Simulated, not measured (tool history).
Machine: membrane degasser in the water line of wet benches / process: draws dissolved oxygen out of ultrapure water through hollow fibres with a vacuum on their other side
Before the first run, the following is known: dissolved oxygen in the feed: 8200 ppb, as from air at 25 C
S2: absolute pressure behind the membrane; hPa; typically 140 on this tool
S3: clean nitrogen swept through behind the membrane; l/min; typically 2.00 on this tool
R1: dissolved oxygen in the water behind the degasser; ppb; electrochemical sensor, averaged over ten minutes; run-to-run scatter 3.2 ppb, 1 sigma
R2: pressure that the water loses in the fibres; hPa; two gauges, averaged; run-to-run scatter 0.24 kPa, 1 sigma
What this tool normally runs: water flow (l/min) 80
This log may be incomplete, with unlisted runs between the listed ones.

{"run": 1, "hour": 0.0, "water flow (l/min)": 80, "S2": 140, "S3": 2.0, "R1": 853.0, "R2": 608.9}
{"run": 2, "hour": 33.7, "water flow (l/min)": 80, "S2": 140, "S3": 2.0, "R1": 857.1, "R2": 609.4}
{"run": 3, "hour": 92.9, "water flow (l/min)": 80, "S2": 140, "S3": 2.0, "R1": 851.8, "R2": 607.2}
{"run": 4, "hour": 137.9, "water flow (l/min)": 80, "S2": 140, "S3": 2.0, "R1": 848.4, "R2": 606.0}
{"run": 5, "hour": 188.4, "water flow (l/min)": 80, "S2": 140, "S3": 2.0, "R1": 858.4, "R2": 607.4}
{"hour": 192.9, "done": "vacuum gauge calibrated"}
{"run": 6, "hour": 242.0, "water flow (l/min)": 110, "S2": 140, "S3": 2.0, "R1": 1149.7, "R2": 837.0}
{"run": 7, "hour": 305.6, "water flow (l/min)": 110, "S2": 140, "S3": 2.0, "R1": 1145.1, "R2": 837.7}
{"run": 8, "hour": 334.2, "water flow (l/min)": 110, "S2": 140, "S3": 2.0, "R1": 1151.5, "R2": 838.6}
{"run": 9, "hour": 392.3, "water flow (l/min)": 110, "S2": 140, "S3": 2.0, "R1": 1142.4, "R2": 838.5}
{"run": 10, "hour": 422.5, "water flow (l/min)": 68, "S2": 132, "S3": 0.93, "R1": 1174.1, "R2": 515.9}
{"run": 11, "hour": 487.7, "water flow (l/min)": 75, "S2": 125, "S3": 2.42, "R1": 620.0, "R2": 572.7}
{"run": 12, "hour": 524.2, "water flow (l/min)": 53, "S2": 213, "S3": 1.43, "R1": 1204.7, "R2": 405.2}
{"hour": 537.7, "done": "vacuum gauge calibrated, once more"}
{"run": 13, "hour": 556.0, "water flow (l/min)": 61, "S2": 316, "S3": 1.67, "R1": 1752.1, "R2": 467.9}
{"run": 14, "hour": 590.9, "water flow (l/min)": 97, "S2": 134, "S3": 3.2, "R1": 714.2, "R2": 741.2}
{"run": 15, "hour": 647.9, "water flow (l/min)": 97, "S2": 134, "S3": 3.2, "R1": 711.1, "R2": 740.2}
{"run": 16, "hour": 688.4, "water flow (l/min)": 97, "S2": 134, "S3": 1.12, "R1": 1375.3, "R2": 741.2}
{"run": 17, "hour": 748.4, "water flow (l/min)": 81, "S2": 299, "S3": 1.12, "R1": 2578.9, "R2": 619.2}

Some steps in R1 between neighbouring runs. How much of each would the tool show without its hidden state too (settings, what came in, random variation), and how much is left for the hidden state, with any gauge scatter that isn't in both results?
Hidden state at play: membrane still open, %; true pressure behind the membrane over the reading, kPa; air that leaks in behind the membrane, l/min; drift of the gauge itself on oxygen_ppb, %; drift of the gauge itself on loss_of_pressure_kpa, %.
Run 5 -> 6: water flow (l/min) 80 -> 110, vacuum gauge calibrated. R1 +291.3 ppb: hidden state +2.7, all else +288.6.
Run 16 -> 17: water flow (l/min) 97 -> 81, S2 134 -> 299. R1 +1203.6 ppb: hidden state -2.4, all else +1206.0.
